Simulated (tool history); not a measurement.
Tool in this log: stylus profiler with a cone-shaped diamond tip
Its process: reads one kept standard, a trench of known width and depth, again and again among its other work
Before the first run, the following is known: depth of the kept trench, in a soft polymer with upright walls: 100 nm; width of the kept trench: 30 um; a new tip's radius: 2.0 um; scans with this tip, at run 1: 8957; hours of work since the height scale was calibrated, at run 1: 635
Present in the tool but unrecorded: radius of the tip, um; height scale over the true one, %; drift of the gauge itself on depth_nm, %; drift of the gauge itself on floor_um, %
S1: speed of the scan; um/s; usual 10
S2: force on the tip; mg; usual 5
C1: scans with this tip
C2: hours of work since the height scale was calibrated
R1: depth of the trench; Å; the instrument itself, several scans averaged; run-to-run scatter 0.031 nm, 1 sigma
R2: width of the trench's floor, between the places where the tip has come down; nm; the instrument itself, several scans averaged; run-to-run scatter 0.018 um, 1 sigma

run 1 day=0 | S1=10 S2=5 | C1=8957 C2=635 | R1=1021.1 R2=28590
run 2 day=1.204 | S1=3 S2=5 | C1=9155 C2=649 | R1=1020.7 R2=28550
run 3 day=2.458 | S1=3 S2=5 | C1=9362 C2=664 | R1=1021.3 R2=28580
-- day=2.546 height scale calibrated on a step standard
run 4 day=3.5 | S1=3 S2=5 | C1=9530 C2=11 | R1=1020.6 R2=28590
run 5 day=4.692 | S1=10 S2=5 | C1=9727 C2=25 | R1=1020.2 R2=28550
run 6 day=5.683 | S1=10 S2=7.17 | C1=9890 C2=37 | R1=1026.4 R2=28520
run 7 day=6.383 | S1=14 S2=6.11 | C1=10006 C2=45 | R1=1023.5 R2=28530
run 8 day=7.388 | S1=4 S2=5 | C1=10171 C2=57 | R1=1020.5 R2=28600
run 9 day=8.617 | S1=3 S2=9.4 | C1=10374 C2=71 | R1=1032.7 R2=28560
-- day=9.196 height scale calibrated on a step standard, once more
run 10 day=10.067 | S1=2 S2=5.61 | C1=10609 C2=10 | R1=1025.5 R2=28560

Run 11 comes next. What will it give?
run 11 day=11.071 | S1=2 S2=5.61 | C1=10775 C2=22 | R1=? R2=?

{"run 11": {"R1": 1026.2, "R2": 28520}}
On a tool with no hidden condition, and with the same random variation, this run would have come out at R1 1025.8 Å, R2 28720 nm.

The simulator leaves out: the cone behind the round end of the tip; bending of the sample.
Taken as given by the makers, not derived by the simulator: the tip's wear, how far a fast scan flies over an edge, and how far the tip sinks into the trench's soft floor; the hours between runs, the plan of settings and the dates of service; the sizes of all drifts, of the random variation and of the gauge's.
